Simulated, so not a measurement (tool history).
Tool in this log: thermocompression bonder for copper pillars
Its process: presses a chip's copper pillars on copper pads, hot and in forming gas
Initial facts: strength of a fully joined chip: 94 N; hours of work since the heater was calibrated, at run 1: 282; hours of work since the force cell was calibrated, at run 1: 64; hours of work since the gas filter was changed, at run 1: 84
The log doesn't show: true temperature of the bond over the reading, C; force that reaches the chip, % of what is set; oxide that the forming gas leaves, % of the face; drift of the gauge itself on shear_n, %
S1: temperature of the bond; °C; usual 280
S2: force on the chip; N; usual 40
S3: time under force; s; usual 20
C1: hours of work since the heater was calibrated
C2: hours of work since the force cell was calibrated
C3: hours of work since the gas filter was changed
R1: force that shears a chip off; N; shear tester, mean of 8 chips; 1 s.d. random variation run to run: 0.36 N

{"run": 1, "hour": 0.0, "S1": 280, "S2": 40, "S3": 20, "C1": 282, "C2": 64, "C3": 84, "R1": 63.6}
{"run": 2, "hour": 20.6, "S1": 280, "S2": 40, "S3": 20, "C1": 291, "C2": 73, "C3": 93, "R1": 64.5}
{"run": 3, "hour": 37.7, "S1": 280, "S2": 40, "S3": 20, "C1": 299, "C2": 81, "C3": 101, "R1": 63.1}
{"run": 4, "hour": 57.0, "S1": 280, "S2": 40, "S3": 55, "C1": 308, "C2": 90, "C3": 110, "R1": 78.8}
{"run": 5, "hour": 74.5, "S1": 280, "S2": 60, "S3": 20, "C1": 316, "C2": 98, "C3": 118, "R1": 79.9}
{"run": 6, "hour": 87.6, "S1": 306, "S2": 40, "S3": 20, "C1": 322, "C2": 104, "C3": 124, "R1": 75.7}
{"run": 7, "hour": 116.7, "S1": 306, "S2": 40, "S3": 20, "C1": 335, "C2": 117, "C3": 137, "R1": 75.8}
{"run": 8, "hour": 135.7, "S1": 257, "S2": 40, "S3": 20, "C1": 344, "C2": 126, "C3": 146, "R1": 51.6}
{"run": 9, "hour": 153.6, "S1": 257, "S2": 40, "S3": 20, "C1": 352, "C2": 134, "C3": 154, "R1": 51.4}
{"run": 10, "hour": 169.2, "S1": 280, "S2": 30, "S3": 20, "C1": 359, "C2": 141, "C3": 161, "R1": 51.5}
{"run": 11, "hour": 195.0, "S1": 280, "S2": 30, "S3": 20, "C1": 371, "C2": 153, "C3": 173, "R1": 51.7}
{"run": 12, "hour": 208.8, "S1": 280, "S2": 40, "S3": 20, "C1": 377, "C2": 159, "C3": 179, "R1": 63.6}
{"run": 13, "hour": 223.0, "S1": 280, "S2": 45, "S3": 20, "C1": 384, "C2": 166, "C3": 186, "R1": 68.9}
{"run": 14, "hour": 236.2, "S1": 280, "S2": 40, "S3": 16, "C1": 390, "C2": 172, "C3": 192, "R1": 59.6}
{"run": 15, "hour": 253.1, "S1": 261, "S2": 27, "S3": 12, "C1": 397, "C2": 179, "C3": 199, "R1": 30.6}
{"run": 16, "hour": 276.4, "S1": 280, "S2": 27, "S3": 55, "C1": 408, "C2": 190, "C3": 210, "R1": 64.4}
{"run": 17, "hour": 308.8, "S1": 280, "S2": 27, "S3": 20, "C1": 423, "C2": 205, "C3": 225, "R1": 46.7}

The next listed run, before its measurement:
{"run": 18, "hour": 327.1, "S1": 280, "S2": 27, "S3": 20, "C1": 431, "C2": 213, "C3": 233, "R1": "?"}

{"run 18": {"R1": 47.4}}
With the hidden condition absent and the run-to-run variation left alone, this run would have shown R1 47.4 N.

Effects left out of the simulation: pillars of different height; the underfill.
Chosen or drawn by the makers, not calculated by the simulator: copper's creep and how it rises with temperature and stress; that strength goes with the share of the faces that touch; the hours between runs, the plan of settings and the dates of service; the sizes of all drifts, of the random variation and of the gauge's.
